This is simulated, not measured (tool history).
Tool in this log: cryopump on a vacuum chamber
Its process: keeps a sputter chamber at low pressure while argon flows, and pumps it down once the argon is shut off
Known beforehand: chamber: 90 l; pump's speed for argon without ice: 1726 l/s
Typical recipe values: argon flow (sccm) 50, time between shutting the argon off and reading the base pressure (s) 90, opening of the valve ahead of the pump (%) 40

| run | hour | argon flow (sccm) | time between shutting the argon off and reading the base pressure (s) | opening of the valve ahead of the pump (%) | pressure while argon flows (Pa) | pressure after the wait (uPa) |
|---|---|---|---|---|---|---|
| 1 | 0 | 50 | 90 | 40 | 0.1244 | 0.69 |
| 2 | 12.3 | 50 | 90 | 40 | 0.1255 | 0.75 |
| 3 | 25.2 | 50 | 90 | 40 | 0.1269 | 0.71 |
| 4 | 42 | 50 | 90 | 40 | 0.125 | 0.76 |
| 5 | 68.4 | 50 | 90 | 40 | 0.1258 | 0.77 |
| 6 | 96.5 | 50 | 218 | 40 | 0.1284 | 0.53 |
| 7 | 114.5 | 50 | 218 | 40 | 0.1276 | 0.56 |
| 8 | 141.9 | 50 | 218 | 40 | 0.1274 | 0.53 |
| 9 | 155 | 50 | 89 | 40 | 0.1276 | 0.82 |
| 10 | 174.5 | 54 | 90 | 40 | 0.1382 | 0.88 |
| 11 | 197.9 | 54 | 90 | 40 | 0.1389 | 0.9 |
| 12 | 211.7 | 50 | 131 | 40 | 0.1292 | 0.75 |
| 13 | 225.8 | 50 | 131 | 40 | 0.1287 | 0.74 |
| 14 | 242.2 | 50 | 131 | 40 | 0.1295 | 0.75 |
| 15 | 257.2 | 55 | 90 | 40 | 0.1423 | 0.89 |
| 16 | 272.8 | 55 | 90 | 40 | 0.1423 | 0.94 |
| 17 | 294.2 | 50 | 31 | 40 | 0.131 | 1.75 |
| 18 | 313.4 | 28 | 24 | 50 | 0.0601 | 2.17 |
| 19 | 331 | 66 | 90 | 40 | 0.1735 | 0.97 |
| 20 | 346.8 | 48 | 180 | 25 | 0.1961 | 0.73 |
| 21 | 358.6 | 50 | 248 | 40 | 0.1306 | 0.73 |
| 22 | 374.8 | 65 | 28 | 42 | 0.1643 | 2.02 |
| 23 | 399.8 | 20 | 216 | 23 | 0.0895 | 0.75 |
| 24 | 424.6 | 42 | 90 | 40 | 0.1123 | 1.03 |
| 25 | 441.9 | 42 | 90 | 40 | 0.1117 | 1.08 |
| 26 | 459.5 | 26 | 129 | 40 | 0.0698 | 0.89 |
| 27 | 478.3 | 50 | 46 | 40 | 0.1341 | 1.46 |
| 28 | 503.1 | 56 | 75 | 40 | 0.1508 | 1.16 |
| 29 | 530.1 | 37 | 40 | 29 | 0.1351 | 1.69 |
| 30 | 557.4 | 37 | 40 | 29 | 0.1345 | 1.69 |
| 31 | 577.1 | 92 | 186 | 40 | 0.2509 | 0.88 |
| 32 | 598.2 | 92 | 186 | 40 | 0.2506 | 0.95 |
| 33 | 617.9 | 92 | 186 | 40 | 0.2535 | 0.95 |
| 34 | 633.5 | 98 | 30 | 23 | 0.4449 | 2.06 |

4 ways to go on from here, each from the tool as it stands after run 34. What would each give?
| A | 647.3 | 22 | 90 | 26 | ? | ? |
| B | 647.3 | 50 | 90 | 24 | ? | ? |
| C | 647.3 | 56 | 90 | 19 | ? | ? |
| D | 647.3 | 38 | 30 | 21 | ? | ? |

| run | pressure while argon flows (Pa) | pressure after the wait (uPa) |
|---|---|---|
| A | 0.0907 | 1.21 |
| B | 0.2201 | 1.23 |
| C | 0.308 | 1.23 |
| D | 0.1875 | 2.09 |
With the hidden condition removed and each run's random variation left untouched, the same runs would have given:
| run | pressure while argon flows (Pa) | pressure after the wait (uPa) |
|---|---|---|
| A | 0.084 | 0.6 |
| B | 0.205 | 0.64 |
| C | 0.291 | 0.62 |
| D | 0.1761 | 1.49 |
